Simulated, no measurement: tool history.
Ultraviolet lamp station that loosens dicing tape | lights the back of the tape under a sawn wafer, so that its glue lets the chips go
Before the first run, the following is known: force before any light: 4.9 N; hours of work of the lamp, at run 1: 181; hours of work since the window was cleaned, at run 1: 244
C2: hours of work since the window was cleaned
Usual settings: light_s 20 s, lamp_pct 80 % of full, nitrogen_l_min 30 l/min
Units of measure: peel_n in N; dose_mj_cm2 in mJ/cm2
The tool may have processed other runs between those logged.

run 1 day=0.000 | light_s=20 lamp_pct=80 nitrogen_l_min=30 | hours_of_work_of_the_lamp=181 C2=244 | peel_n=0.442 dose_mj_cm2=209
run 2 day=0.475 | light_s=20 lamp_pct=80 nitrogen_l_min=29 | hours_of_work_of_the_lamp=189 C2=252 | peel_n=0.455 dose_mj_cm2=208
run 3 day=0.829 | light_s=20 lamp_pct=80 nitrogen_l_min=29 | hours_of_work_of_the_lamp=195 C2=258 | peel_n=0.454 dose_mj_cm2=205
run 4 day=1.162 | light_s=16 lamp_pct=80 nitrogen_l_min=30 | hours_of_work_of_the_lamp=200 C2=263 | peel_n=0.732 dose_mj_cm2=162
run 5 day=1.479 | light_s=20 lamp_pct=80 nitrogen_l_min=30 | hours_of_work_of_the_lamp=206 C2=269 | peel_n=0.444 dose_mj_cm2=208
run 6 day=2.025 | light_s=20 lamp_pct=80 nitrogen_l_min=44 | hours_of_work_of_the_lamp=215 C2=278 | peel_n=0.399 dose_mj_cm2=207
run 7 day=2.546 | light_s=20 lamp_pct=80 nitrogen_l_min=30 | hours_of_work_of_the_lamp=223 C2=286 | peel_n=0.480 dose_mj_cm2=203
run 8 day=3.029 | light_s=20 lamp_pct=80 nitrogen_l_min=30 | hours_of_work_of_the_lamp=231 C2=294 | peel_n=0.480 dose_mj_cm2=203
run 9 day=3.662 | light_s=20 lamp_pct=80 nitrogen_l_min=30 | hours_of_work_of_the_lamp=242 C2=305 | peel_n=0.489 dose_mj_cm2=203
run 10 day=4.279 | light_s=20 lamp_pct=80 nitrogen_l_min=30 | hours_of_work_of_the_lamp=252 C2=315 | peel_n=0.491 dose_mj_cm2=203
run 11 day=4.783 | light_s=20 lamp_pct=80 nitrogen_l_min=30 | hours_of_work_of_the_lamp=260 C2=323 | peel_n=0.507 dose_mj_cm2=201
run 12 day=5.433 | light_s=29 lamp_pct=80 nitrogen_l_min=30 | hours_of_work_of_the_lamp=271 C2=334 | peel_n=0.223 dose_mj_cm2=282
run 13 day=5.983 | light_s=29 lamp_pct=80 nitrogen_l_min=30 | hours_of_work_of_the_lamp=280 C2=343 | peel_n=0.226 dose_mj_cm2=284
run 14 day=6.512 | light_s=22 lamp_pct=80 nitrogen_l_min=14 | hours_of_work_of_the_lamp=289 C2=352 | peel_n=0.618 dose_mj_cm2=215
run 15 day=7.038 | light_s=22 lamp_pct=80 nitrogen_l_min=14 | hours_of_work_of_the_lamp=298 C2=361 | peel_n=0.611 dose_mj_cm2=212
run 16 day=7.483 | light_s=13 lamp_pct=72 nitrogen_l_min=14 | hours_of_work_of_the_lamp=305 C2=368 | peel_n=1.534 dose_mj_cm2=112
run 17 day=8.050 | light_s=14 lamp_pct=87 nitrogen_l_min=45 | hours_of_work_of_the_lamp=315 C2=378 | peel_n=0.747 dose_mj_cm2=146
run 18 day=8.717 | light_s=17 lamp_pct=62 nitrogen_l_min=29 | hours_of_work_of_the_lamp=326 C2=389 | peel_n=1.134 dose_mj_cm2=127
run 19 day=9.362 | light_s=17 lamp_pct=61 nitrogen_l_min=9 | hours_of_work_of_the_lamp=336 C2=399 | peel_n=1.624 dose_mj_cm2=124
run 20 day=9.829 | light_s=17 lamp_pct=61 nitrogen_l_min=9 | hours_of_work_of_the_lamp=344 C2=407 | peel_n=1.632 dose_mj_cm2=123
run 21 day=10.429 | light_s=17 lamp_pct=65 nitrogen_l_min=16 | hours_of_work_of_the_lamp=354 C2=417 | peel_n=1.306 dose_mj_cm2=127
run 22 day=10.925 | light_s=21 lamp_pct=65 nitrogen_l_min=13 | hours_of_work_of_the_lamp=362 C2=425 | peel_n=1.060 dose_mj_cm2=159
run 23 day=11.612 | light_s=10 lamp_pct=65 nitrogen_l_min=13 | hours_of_work_of_the_lamp=374 C2=437 | peel_n=2.319 dose_mj_cm2=79

Measured minus without-hidden-state, run by run (identical run-to-run variation in each term; gauge scatter may differ):
Hidden state present: lamp's light, % of a new lamp's; light that the window lets through, % of a clean one's; drift of the gauge itself on peel_n, %; drift of the gauge itself on dose_mj_cm2, %.
run=1 peel_n=+0.092 dose_mj_cm2=-24
run=2 peel_n=+0.095 dose_mj_cm2=-25
run=3 peel_n=+0.097 dose_mj_cm2=-25
run=4 peel_n=+0.143 dose_mj_cm2=-21
run=5 peel_n=+0.100 dose_mj_cm2=-26
run=6 peel_n=+0.092 dose_mj_cm2=-27
run=7 peel_n=+0.110 dose_mj_cm2=-27
run=8 peel_n=+0.115 dose_mj_cm2=-28
run=9 peel_n=+0.122 dose_mj_cm2=-30
run=10 peel_n=+0.124 dose_mj_cm2=-30
run=11 peel_n=+0.133 dose_mj_cm2=-32
run=12 peel_n=+0.060 dose_mj_cm2=-47
run=13 peel_n=+0.061 dose_mj_cm2=-48
run=14 peel_n=+0.167 dose_mj_cm2=-38
run=15 peel_n=+0.171 dose_mj_cm2=-38
run=16 peel_n=+0.279 dose_mj_cm2=-20
run=17 peel_n=+0.205 dose_mj_cm2=-28
run=18 peel_n=+0.271 dose_mj_cm2=-25
run=19 peel_n=+0.313 dose_mj_cm2=-25
run=20 peel_n=+0.320 dose_mj_cm2=-25
run=21 peel_n=+0.311 dose_mj_cm2=-28
run=22 peel_n=+0.287 dose_mj_cm2=-35
run=23 peel_n=+0.354 dose_mj_cm2=-17

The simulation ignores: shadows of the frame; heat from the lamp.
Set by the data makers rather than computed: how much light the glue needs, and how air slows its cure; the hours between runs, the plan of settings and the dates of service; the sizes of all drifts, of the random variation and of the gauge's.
